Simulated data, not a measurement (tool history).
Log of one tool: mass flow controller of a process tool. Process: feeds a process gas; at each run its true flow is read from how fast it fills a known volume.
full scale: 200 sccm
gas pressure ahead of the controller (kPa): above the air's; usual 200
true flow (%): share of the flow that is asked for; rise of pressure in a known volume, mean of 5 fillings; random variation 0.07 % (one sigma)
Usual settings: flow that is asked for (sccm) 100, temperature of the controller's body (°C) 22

run	hour	flow that is asked for (sccm)	gas pressure ahead of the controller (kPa)	temperature of the controller's body (°C)	true flow (%)
1	0.0	100	200	22	98.68
2	117.2	100	200	22	98.74
3	259.9	100	200	22	98.59
4	349.2	100	200	22	98.69
5	474.2	100	200	22	98.64
6	592.1	100	195	22	98.71
7	698.2	100	195	22	98.67
8	779.6	100	195	22	98.74
9	869.6	21	234	28	96.44
10	974.2	171	168	32	100.35
11	1145.3	53	160	32	98.23
12	1304.4	43	187	35	97.92
13	1444.9	43	187	35	97.81

Hidden state or all else? Some run-to-run changes of true flow (%), split into what the settings, what came in and random variation would give without the hidden state, and what is left for the hidden state (with any gauge scatter that isn't in both results):
The hidden state here: flow at rest that the sensor doesn't see, % of full scale; true flow over the shown one, %; drift of the gauge itself on true_pct, %.
Run 9 -> 10: flow that is asked for (sccm) 21 -> 171, gas pressure ahead of the controller (kPa) 234 -> 168, temperature of the controller's body (°C) 28 -> 32. true flow (%) +3.91: hidden state +1.17, all else +2.74.
